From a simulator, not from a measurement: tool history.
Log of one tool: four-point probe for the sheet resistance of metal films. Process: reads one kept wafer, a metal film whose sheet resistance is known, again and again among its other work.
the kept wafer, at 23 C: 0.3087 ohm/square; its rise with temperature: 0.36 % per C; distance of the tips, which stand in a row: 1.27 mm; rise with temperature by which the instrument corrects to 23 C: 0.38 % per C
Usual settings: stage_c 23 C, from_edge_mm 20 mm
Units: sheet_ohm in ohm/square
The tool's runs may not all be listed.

run	hour	stage_c	from_edge_mm	sheet_ohm
1	0	23	20	0.308525
2	61.8	23	28	0.308383
3	132.7	23	20	0.308834
4	191.2	23	20	0.30903
5	254.8	18	20	0.309506
6	311.2	18	20	0.309604
7	385.2	29	20	0.309009
8	449.4	29	20	0.309344
9	494.5	30	20	0.309208
10	553.7	28	20	0.309514
11	616.3	28	20	0.309651
12	692.2	28	20	0.309877
13	763.2	28	20	0.309975
14	809.8	28	20	0.310268
15	864.7	23	20	0.310604
16	943.7	23	12	0.312046
17	979.7	23	12	0.312045
18	1027.5	23	17	0.311271
19	1073.6	23	17	0.311308
20	1148.4	25	49	0.310498
21	1214.9	25	49	0.310743
22	1271.1	20	51	0.311149
23	1341.1	18	20	0.312078
24	1425.9	27	53	0.311164
# hour 1450.1: stage's thermometer calibrated
25	1475.3	19	20	0.312685
26	1515.5	19	15	0.313402
27	1568.7	28	16	0.31274
28	1631.1	18	4	0.328431
29	1709.1	18	4	0.328672
30	1785.9	33	4	0.327741
# hour 1832.3: new probe head fitted
31	1849.7	33	4	0.324539

4 ways to go on from here, each from the tool as it stands after run 31. What would each give?
A	1926.6	18	49	?
B	1926.6	21	5	?
C	1926.6	22	4	?
D	1926.6	23	21	?

run	sheet_ohm
A	0.310035
B	0.320014
C	0.325443
D	0.309998
Without the tool's hidden state the same runs would have given:
run	sheet_ohm
A	0.309203
B	0.319157
C	0.324573
D	0.309165
